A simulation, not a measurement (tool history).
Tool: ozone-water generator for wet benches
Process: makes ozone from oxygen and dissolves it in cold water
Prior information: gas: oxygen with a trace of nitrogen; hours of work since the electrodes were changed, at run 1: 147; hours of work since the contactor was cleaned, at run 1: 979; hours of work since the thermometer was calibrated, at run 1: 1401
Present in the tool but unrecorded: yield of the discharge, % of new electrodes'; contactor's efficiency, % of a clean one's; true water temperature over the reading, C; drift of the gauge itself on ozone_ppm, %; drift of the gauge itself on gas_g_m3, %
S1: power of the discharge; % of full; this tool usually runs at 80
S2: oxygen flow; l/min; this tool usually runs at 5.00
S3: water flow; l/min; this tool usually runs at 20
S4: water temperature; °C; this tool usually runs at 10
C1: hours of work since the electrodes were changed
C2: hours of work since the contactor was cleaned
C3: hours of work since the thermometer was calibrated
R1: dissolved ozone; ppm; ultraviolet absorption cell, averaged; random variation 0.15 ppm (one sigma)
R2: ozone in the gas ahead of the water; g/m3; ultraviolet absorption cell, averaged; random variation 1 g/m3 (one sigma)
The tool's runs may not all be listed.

run,day,S1,S2,S3,S4,C1,C2,C3,R1,R2
1,0.000,80,5.00,20,10,147,979,1401,18.2,174.7
2,0.938,80,5.00,19,10,165,997,1419,18.9,174.1
3,2.404,80,5.00,19,10,193,1025,1447,19.2,174.7
4,3.200,80,5.00,19,10,209,1040,1462,19.1,173.4
5,4.158,80,5.00,20,11,227,1059,1481,18.1,175.1
6,5.512,80,5.00,20,11,253,1085,1507,18.0,173.4
7,6.254,80,5.00,20,10,268,1099,1521,18.2,173.3
8,7.429,80,5.00,20,10,290,1122,1544,18.0,176.6
9,8.283,80,5.00,20,12,307,1138,1561,17.9,173.9
10,9.238,80,5.00,20,12,325,1157,1579,17.7,173.4
11,10.038,80,5.00,20,10,341,1172,1594,18.3,172.7
12,11.388,80,5.00,20,10,367,1198,1620,18.1,173.3
13,12.604,80,5.00,20,10,390,1222,1644,17.8,174.3
14,13.275,80,5.00,20,10,403,1235,1657,17.9,172.7
15,14.162,80,5.00,20,10,420,1252,1674,18.0,174.3
16,15.592,80,5.00,20,10,448,1279,1702,18.1,172.7
17,16.300,80,5.00,20,10,462,1293,1715,18.0,174.0
18,17.367,80,5.00,20,10,482,1314,1736,18.1,174.4
19,18.308,55,6.19,20,10,500,1332,1754,14.5,124.6
20,19.067,55,6.19,20,10,515,1347,1769,14.8,123.0
21,20.054,80,5.00,30,10,534,1366,1788,12.6,174.9
22,20.758,58,4.04,20,7,548,1379,1801,13.9,152.1
23,21.567,80,5.16,27,10,563,1395,1817,13.9,171.3
24,22.333,80,4.26,20,12,578,1410,1832,17.0,184.5
25,23.038,80,4.26,20,12,592,1423,1845,16.9,185.4
26,24.117,80,4.26,20,12,612,1444,1866,17.0,184.5
27,25.275,80,4.26,20,12,635,1466,1888,16.9,184.8
28,26.362,80,4.26,20,12,656,1487,1909,16.8,185.4
29,27.842,97,4.93,14,6,684,1516,1938,28.0,196.7
30,28.962,97,4.93,14,6,706,1538,1960,28.1,197.5
31,29.946,97,6.02,17,6,725,1556,1979,25.4,183.5
32,31.029,48,6.22,13,6,746,1577,1999,18.9,111.9
33,31.875,59,5.00,20,10,762,1594,2016,14.5,140.3
34,32.971,69,6.01,20,17,783,1615,2037,15.1,144.8

What if the next run were any one of these 3? Each begins from the tool's condition after run 34:
A,34.133,80,5.00,30,14,806,1637,2059,?,?
B,34.133,69,6.01,12,11,806,1637,2059,?,?
C,34.133,41,5.00,20,18,806,1637,2059,?,?

run,R1,R2
A,12.0,170.8
B,23.5,144.5
C,10.4,108.8
What these runs would have given with no unlogged condition in the tool:
run,R1,R2
A,12.6,172.8
B,24.6,146.0
C,10.8,109.5
